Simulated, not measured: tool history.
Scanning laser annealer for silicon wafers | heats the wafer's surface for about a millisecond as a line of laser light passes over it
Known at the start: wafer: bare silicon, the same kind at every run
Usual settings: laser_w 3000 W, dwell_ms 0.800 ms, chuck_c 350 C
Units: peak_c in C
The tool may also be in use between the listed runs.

Run 1, day 0.000: usual settings. Result: peak_c 1162 C.
Run 2, day 0.279: usual settings. Result: peak_c 1163 C.
Run 3, day 0.600: usual settings. Result: peak_c 1164 C.
Run 4, day 0.812: usual settings but laser_w 2719 W. Result: peak_c 1090 C.
Run 5, day 1.021: usual settings but laser_w 2719 W. Result: peak_c 1089 C.
Run 6, day 1.225: usual settings but laser_w 2719 W. Result: peak_c 1093 C.
Run 7, day 1.658: usual settings but laser_w 2719 W. Result: peak_c 1091 C.
Run 8, day 1.875: usual settings but dwell_ms 0.689 ms. Result: peak_c 1096 C.
Run 9, day 2.188: usual settings. Result: peak_c 1162 C.
Run 10, day 2.475: usual settings. Result: peak_c 1162 C.
Run 11, day 2.929: usual settings. Result: peak_c 1162 C.
Run 12, day 3.192: usual settings but chuck_c 389 C. Result: peak_c 1203 C.
Run 13, day 3.642: usual settings. Result: peak_c 1163 C.
Run 14, day 4.000: usual settings. Result: peak_c 1163 C.
Run 15, day 4.317: usual settings. Result: peak_c 1161 C.
Run 16, day 4.675: usual settings. Result: peak_c 1159 C.
Run 17, day 5.125: usual settings. Result: peak_c 1162 C.
Run 18, day 5.367: usual settings but laser_w 2695 W. Result: peak_c 1084 C.
Run 19, day 5.617: usual settings. Result: peak_c 1157 C.
At day 5.867: optics aligned, line set to its width.
Run 20, day 6.283: usual settings. Result: peak_c 1161 C.
Run 21, day 6.658: usual settings. Result: peak_c 1159 C.
Run 22, day 6.850: usual settings but dwell_ms 0.829 ms, chuck_c 381 C. Result: peak_c 1207 C.
Run 23, day 7.088: usual settings but laser_w 2999 W, dwell_ms 0.847 ms. Result: peak_c 1185 C.
Run 24, day 7.354: usual settings but laser_w 2614 W. Result: peak_c 1063 C.
Run 25, day 7.746: usual settings but laser_w 2614 W. Result: peak_c 1063 C.
Run 26, day 8.079: usual settings but laser_w 2591 W, dwell_ms 0.682 ms, chuck_c 336 C. Result: peak_c 981 C.
Run 27, day 8.383: usual settings but laser_w 2738 W, dwell_ms 0.624 ms, chuck_c 347 C. Result: peak_c 991 C.
At day 8.758: optics aligned, line set to its width, once more.
Run 28, day 8.950: usual settings but laser_w 2601 W, chuck_c 377 C. Result: peak_c 1089 C.
Run 29, day 9.279: usual settings but laser_w 2601 W, dwell_ms 0.701 ms, chuck_c 338 C. Result: peak_c 1000 C.
Run 30, day 9.721: usual settings but laser_w 2577 W, dwell_ms 0.742 ms, chuck_c 378 C. Result: peak_c 1055 C.
Run 31, day 10.112: usual settings but laser_w 2658 W, dwell_ms 0.742 ms, chuck_c 345 C. Result: peak_c 1041 C.
Run 32, day 10.508: usual settings but laser_w 2622 W, chuck_c 377 C. Result: peak_c 1094 C.
Run 33, day 10.854: usual settings but laser_w 3077 W. Result: peak_c 1185 C.
Run 34, day 11.125: usual settings but laser_w 3077 W. Result: peak_c 1183 C.
Run 35, day 11.525: usual settings but laser_w 3161 W, dwell_ms 0.660 ms, chuck_c 343 C. Result: peak_c 1107 C.
Run 36, day 11.921: usual settings but laser_w 3161 W, dwell_ms 0.660 ms, chuck_c 343 C. Result: peak_c 1110 C.
Run 37, day 12.383: usual settings but laser_w 3139 W, dwell_ms 0.572 ms, chuck_c 367 C. Result: peak_c 1068 C.
Run 38, day 12.662: usual settings but laser_w 3224 W, dwell_ms 0.704 ms, chuck_c 314 C. Result: peak_c 1124 C.
Run 39, day 12.958: usual settings but laser_w 3224 W, dwell_ms 0.704 ms, chuck_c 314 C. Result: peak_c 1122 C.
Run 40, day 13.388: usual settings but laser_w 3079 W, dwell_ms 0.610 ms, chuck_c 377 C. Result: peak_c 1090 C.
Run 41, day 13.700: usual settings but laser_w 2800 W, dwell_ms 0.616 ms, chuck_c 326 C. Result: peak_c 980 C.

4 ways to go on from here, each from the tool as it stands after run 41. What would each give?
Run A, day 13.950: usual settings but laser_w 2895 W, dwell_ms 0.698 ms, chuck_c 383 C. Result: peak_c ?.
Run B, day 13.950: usual settings but laser_w 2800 W, dwell_ms 0.989 ms, chuck_c 326 C. Result: peak_c ?.
Run C, day 13.950: usual settings but laser_w 2800 W, dwell_ms 0.616 ms, chuck_c 387 C. Result: peak_c ?.
Run D, day 13.950: usual settings but laser_w 2685 W, dwell_ms 0.565 ms, chuck_c 311 C. Result: peak_c ?.

run  peak_c
  A    1109
  B    1188
  C    1042
  D     911
Without the tool's hidden state the same runs would have given:
run  peak_c
  A    1112
  B    1192
  C    1045
  D     914

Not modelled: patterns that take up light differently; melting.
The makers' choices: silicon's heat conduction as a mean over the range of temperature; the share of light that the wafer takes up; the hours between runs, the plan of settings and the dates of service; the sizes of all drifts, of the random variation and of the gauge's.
